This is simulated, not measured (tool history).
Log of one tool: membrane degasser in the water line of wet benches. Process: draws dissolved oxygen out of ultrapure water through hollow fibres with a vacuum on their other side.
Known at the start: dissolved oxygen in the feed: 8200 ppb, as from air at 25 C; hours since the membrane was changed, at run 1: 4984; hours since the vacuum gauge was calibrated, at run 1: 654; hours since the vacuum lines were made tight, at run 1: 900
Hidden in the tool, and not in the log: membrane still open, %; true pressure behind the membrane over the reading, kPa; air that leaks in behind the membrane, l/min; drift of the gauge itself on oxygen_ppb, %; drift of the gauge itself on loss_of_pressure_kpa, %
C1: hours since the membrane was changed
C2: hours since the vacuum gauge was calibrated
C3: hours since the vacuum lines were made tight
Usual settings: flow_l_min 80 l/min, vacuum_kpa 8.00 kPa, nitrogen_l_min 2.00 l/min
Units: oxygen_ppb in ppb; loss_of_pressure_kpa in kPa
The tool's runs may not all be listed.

run 1 hour=0.0 | flow_l_min=80 vacuum_kpa=8.00 nitrogen_l_min=2.00 | C1=4984 C2=654 C3=900 | oxygen_ppb=409.2 loss_of_pressure_kpa=58.05
run 2 hour=112.3 | flow_l_min=80 vacuum_kpa=10.52 nitrogen_l_min=2.00 | C1=5096 C2=767 C3=1012 | oxygen_ppb=594.6 loss_of_pressure_kpa=58.23
run 3 hour=271.4 | flow_l_min=80 vacuum_kpa=10.52 nitrogen_l_min=2.00 | C1=5256 C2=926 C3=1171 | oxygen_ppb=593.4 loss_of_pressure_kpa=58.20
run 4 hour=390.1 | flow_l_min=80 vacuum_kpa=8.00 nitrogen_l_min=2.00 | C1=5374 C2=1044 C3=1290 | oxygen_ppb=408.6 loss_of_pressure_kpa=58.85
run 5 hour=494.8 | flow_l_min=80 vacuum_kpa=8.00 nitrogen_l_min=2.00 | C1=5479 C2=1149 C3=1395 | oxygen_ppb=409.7 loss_of_pressure_kpa=58.34
run 6 hour=605.1 | flow_l_min=80 vacuum_kpa=8.00 nitrogen_l_min=2.00 | C1=5589 C2=1259 C3=1505 | oxygen_ppb=409.8 loss_of_pressure_kpa=58.74
run 7 hour=756.9 | flow_l_min=53 vacuum_kpa=8.00 nitrogen_l_min=2.00 | C1=5741 C2=1411 C3=1657 | oxygen_ppb=282.0 loss_of_pressure_kpa=38.67
run 8 hour=868.9 | flow_l_min=53 vacuum_kpa=8.00 nitrogen_l_min=2.00 | C1=5853 C2=1523 C3=1769 | oxygen_ppb=282.2 loss_of_pressure_kpa=38.89
run 9 hour=1001.5 | flow_l_min=53 vacuum_kpa=8.00 nitrogen_l_min=2.00 | C1=5986 C2=1656 C3=1901 | oxygen_ppb=284.0 loss_of_pressure_kpa=38.82
run 10 hour=1148.7 | flow_l_min=80 vacuum_kpa=8.00 nitrogen_l_min=2.00 | C1=6133 C2=1803 C3=2049 | oxygen_ppb=414.4 loss_of_pressure_kpa=58.94
run 11 hour=1279.3 | flow_l_min=91 vacuum_kpa=8.00 nitrogen_l_min=2.00 | C1=6263 C2=1934 C3=2179 | oxygen_ppb=464.2 loss_of_pressure_kpa=66.69
run 12 hour=1436.1 | flow_l_min=91 vacuum_kpa=8.00 nitrogen_l_min=2.00 | C1=6420 C2=2090 C3=2336 | oxygen_ppb=463.0 loss_of_pressure_kpa=66.87
run 13 hour=1552.5 | flow_l_min=91 vacuum_kpa=8.00 nitrogen_l_min=2.00 | C1=6537 C2=2207 C3=2452 | oxygen_ppb=464.4 loss_of_pressure_kpa=66.64
run 14 hour=1654.5 | flow_l_min=80 vacuum_kpa=8.00 nitrogen_l_min=2.00 | C1=6639 C2=2309 C3=2554 | oxygen_ppb=415.3 loss_of_pressure_kpa=58.80
run 15 hour=1796.6 | flow_l_min=80 vacuum_kpa=8.14 nitrogen_l_min=2.00 | C1=6781 C2=2451 C3=2696 | oxygen_ppb=423.4 loss_of_pressure_kpa=58.53
-- hour=1806.4 vacuum gauge calibrated
run 16 hour=1913.4 | flow_l_min=80 vacuum_kpa=9.09 nitrogen_l_min=2.00 | C1=6897 C2=107 C3=2813 | oxygen_ppb=496.3 loss_of_pressure_kpa=58.52
run 17 hour=1995.8 | flow_l_min=114 vacuum_kpa=11.68 nitrogen_l_min=2.08 | C1=6979 C2=189 C3=2895 | oxygen_ppb=888.0 loss_of_pressure_kpa=83.50
run 18 hour=2069.5 | flow_l_min=114 vacuum_kpa=11.68 nitrogen_l_min=2.08 | C1=7053 C2=263 C3=2969 | oxygen_ppb=885.4 loss_of_pressure_kpa=83.40
run 19 hour=2176.5 | flow_l_min=90 vacuum_kpa=6.12 nitrogen_l_min=4.19 | C1=7160 C2=370 C3=3076 | oxygen_ppb=192.9 loss_of_pressure_kpa=65.94
run 20 hour=2268.8 | flow_l_min=52 vacuum_kpa=7.85 nitrogen_l_min=2.00 | C1=7252 C2=462 C3=3168 | oxygen_ppb=276.8 loss_of_pressure_kpa=38.10
run 21 hour=2383.1 | flow_l_min=52 vacuum_kpa=6.87 nitrogen_l_min=2.97 | C1=7367 C2=577 C3=3283 | oxygen_ppb=162.9 loss_of_pressure_kpa=38.38
run 22 hour=2542.7 | flow_l_min=52 vacuum_kpa=5.72 nitrogen_l_min=1.39 | C1=7526 C2=736 C3=3442 | oxygen_ppb=213.5 loss_of_pressure_kpa=38.10
-- hour=2626.1 vacuum gauge calibrated, once more
run 23 hour=2669.5 | flow_l_min=80 vacuum_kpa=8.00 nitrogen_l_min=1.14 | C1=7653 C2=43 C3=3568 | oxygen_ppb=587.6 loss_of_pressure_kpa=58.78
run 24 hour=2827.2 | flow_l_min=80 vacuum_kpa=8.00 nitrogen_l_min=1.14 | C1=7810 C2=201 C3=3726 | oxygen_ppb=590.1 loss_of_pressure_kpa=58.60
run 25 hour=2927.1 | flow_l_min=80 vacuum_kpa=8.00 nitrogen_l_min=1.14 | C1=7910 C2=301 C3=3826 | oxygen_ppb=589.8 loss_of_pressure_kpa=58.64
run 26 hour=3079.7 | flow_l_min=80 vacuum_kpa=8.00 nitrogen_l_min=1.14 | C1=8063 C2=454 C3=3979 | oxygen_ppb=588.0 loss_of_pressure_kpa=58.90
run 27 hour=3148.7 | flow_l_min=80 vacuum_kpa=8.00 nitrogen_l_min=4.08 | C1=8132 C2=523 C3=4048 | oxygen_ppb=241.1 loss_of_pressure_kpa=59.00
run 28 hour=3215.1 | flow_l_min=80 vacuum_kpa=8.00 nitrogen_l_min=4.08 | C1=8198 C2=589 C3=4114 | oxygen_ppb=242.4 loss_of_pressure_kpa=58.70
run 29 hour=3305.0 | flow_l_min=80 vacuum_kpa=12.41 nitrogen_l_min=1.50 | C1=8288 C2=679 C3=4204 | oxygen_ppb=877.3 loss_of_pressure_kpa=58.83
run 30 hour=3383.7 | flow_l_min=80 vacuum_kpa=12.41 nitrogen_l_min=1.50 | C1=8367 C2=758 C3=4283 | oxygen_ppb=883.3 loss_of_pressure_kpa=58.76
run 31 hour=3460.8 | flow_l_min=80 vacuum_kpa=12.41 nitrogen_l_min=1.50 | C1=8444 C2=835 C3=4360 | oxygen_ppb=879.3 loss_of_pressure_kpa=58.53

Some steps in oxygen_ppb between neighbouring runs. How much of each would the tool show without its hidden state too (settings, what came in, random variation), and how much is left for the hidden state, with any gauge scatter that isn't in both results?
Run 16 -> 17: flow_l_min 80 -> 114, vacuum_kpa 9.09 -> 11.68, nitrogen_l_min 2.00 -> 2.08. oxygen_ppb +391.7 ppb: hidden state +5.0, all else +386.7.
Run 18 -> 19: flow_l_min 114 -> 90, vacuum_kpa 11.68 -> 6.12, nitrogen_l_min 2.08 -> 4.19. oxygen_ppb -692.5 ppb: hidden state -8.1, all else -684.4.
Run 21 -> 22: vacuum_kpa 6.87 -> 5.72, nitrogen_l_min 2.97 -> 1.39. oxygen_ppb +50.6 ppb: hidden state +6.9, all else +43.7.
Run 22 -> 23: flow_l_min 52 -> 80, vacuum_kpa 5.72 -> 8.00, nitrogen_l_min 1.39 -> 1.14, vacuum gauge calibrated, once more. oxygen_ppb +374.1 ppb: hidden state -17.3, all else +391.4.
Run 28 -> 29: vacuum_kpa 8.00 -> 12.41, nitrogen_l_min 4.08 -> 1.50. oxygen_ppb +634.9 ppb: hidden state -1.5, all else +636.4.
